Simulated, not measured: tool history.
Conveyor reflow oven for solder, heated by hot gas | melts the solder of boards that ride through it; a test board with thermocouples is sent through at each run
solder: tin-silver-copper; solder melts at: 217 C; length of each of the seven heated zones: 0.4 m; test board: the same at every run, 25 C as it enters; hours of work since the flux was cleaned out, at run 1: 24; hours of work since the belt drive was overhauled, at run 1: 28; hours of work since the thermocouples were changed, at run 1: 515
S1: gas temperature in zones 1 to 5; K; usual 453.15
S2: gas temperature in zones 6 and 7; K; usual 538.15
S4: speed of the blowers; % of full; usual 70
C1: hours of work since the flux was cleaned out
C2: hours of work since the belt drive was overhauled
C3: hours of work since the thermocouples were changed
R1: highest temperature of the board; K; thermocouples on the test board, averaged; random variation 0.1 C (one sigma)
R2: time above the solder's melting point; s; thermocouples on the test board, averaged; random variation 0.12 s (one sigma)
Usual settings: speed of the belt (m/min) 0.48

Run 1, hour 0: usual settings; C1 24; C2 28; C3 515. Result: R1 528.75 K, R2 82.6 s.
Run 2, hour 15.3: usual settings; C1 34; C2 38; C3 525. Result: R1 528.75 K, R2 82.8 s.
Run 3, hour 24.2: usual settings; C1 39; C2 43; C3 530. Result: R1 528.85 K, R2 82.8 s.
Run 4, hour 35.4: usual settings; C1 46; C2 50; C3 537. Result: R1 528.95 K, R2 82.7 s.
Run 5, hour 52.9: usual settings but S2 536.15 K; C1 57; C2 61; C3 548. Result: R1 526.75 K, R2 81.2 s.
Run 6, hour 60.7: usual settings but S2 536.15 K; C1 62; C2 66; C3 553. Result: R1 526.95 K, R2 81.4 s.
Run 7, hour 77.5: usual settings but S2 536.15 K; C1 72; C2 76; C3 563. Result: R1 526.75 K, R2 81.2 s.
Run 8, hour 88: usual settings but S2 536.15 K; C1 79; C2 83; C3 570. Result: R1 526.95 K, R2 81.2 s.
Run 9, hour 101.1: usual settings but S1 441.15 K, S2 536.15 K, speed of the belt (m/min) 0.567, S4 87 % of full; C1 87; C2 91; C3 578. Result: R1 523.85 K, R2 61.3 s.
Run 10, hour 113.6: usual settings but S1 464.15 K, S2 530.15 K, speed of the belt (m/min) 0.406, S4 69 % of full; C1 95; C2 99; C3 586. Result: R1 525.25 K, R2 103.6 s.
Run 11, hour 125.4: usual settings but S1 468.15 K, S2 532.15 K, S4 52 % of full; C1 102; C2 106; C3 593. Result: R1 522.25 K, R2 84.7 s.
Run 12, hour 139.3: usual settings but S1 459.15 K, S2 540.15 K, speed of the belt (m/min) 0.551; C1 111; C2 115; C3 602. Result: R1 527.65 K, R2 72.7 s.
Run 13, hour 151: usual settings but S1 446.15 K, speed of the belt (m/min) 0.415; C1 118; C2 122; C3 609. Result: R1 530.85 K, R2 95.4 s.
Run 14, hour 166.1: usual settings but S2 543.15 K, S4 75 % of full; C1 127; C2 131; C3 618. Result: R1 533.75 K, R2 86.5 s.
Run 15, hour 177.4: usual settings but S1 457.15 K, S4 52 % of full; C1 134; C2 138; C3 625. Result: R1 525.35 K, R2 80.9 s.

5 ways to go on from here, each from the tool as it stands after run 15. What would each give?
Run A, hour 189.3: usual settings but S1 461.15 K; C1 142; C2 146; C3 633. Result: R1 ?, R2 ?.
Run B, hour 189.3: usual settings but S1 458.15 K, S4 52 % of full; C1 142; C2 146; C3 633. Result: R1 ?, R2 ?.
Run C, hour 189.3: usual settings but S2 552.15 K, S4 51 % of full; C1 142; C2 146; C3 633. Result: R1 ?, R2 ?.
Run D, hour 189.3: usual settings but S1 457.15 K, speed of the belt (m/min) 0.575, S4 52 % of full; C1 142; C2 146; C3 633. Result: R1 ?, R2 ?.
Run E, hour 189.3: usual settings but speed of the belt (m/min) 0.452, S4 61 % of full; C1 142; C2 146; C3 633. Result: R1 ?, R2 ?.

run      R1    R2
  A  529.55  87.2
  B  525.35  81.3
  C  536.95  87.8
  D  519.95  60.5
  E  528.25  87.5
Without the tool's hidden state the same runs would have given:
run      R1    R2
  A  529.85  87.5
  B  525.75  81.7
  C  537.35  87.9
  D  520.45  61.2
  E  528.65  87.8
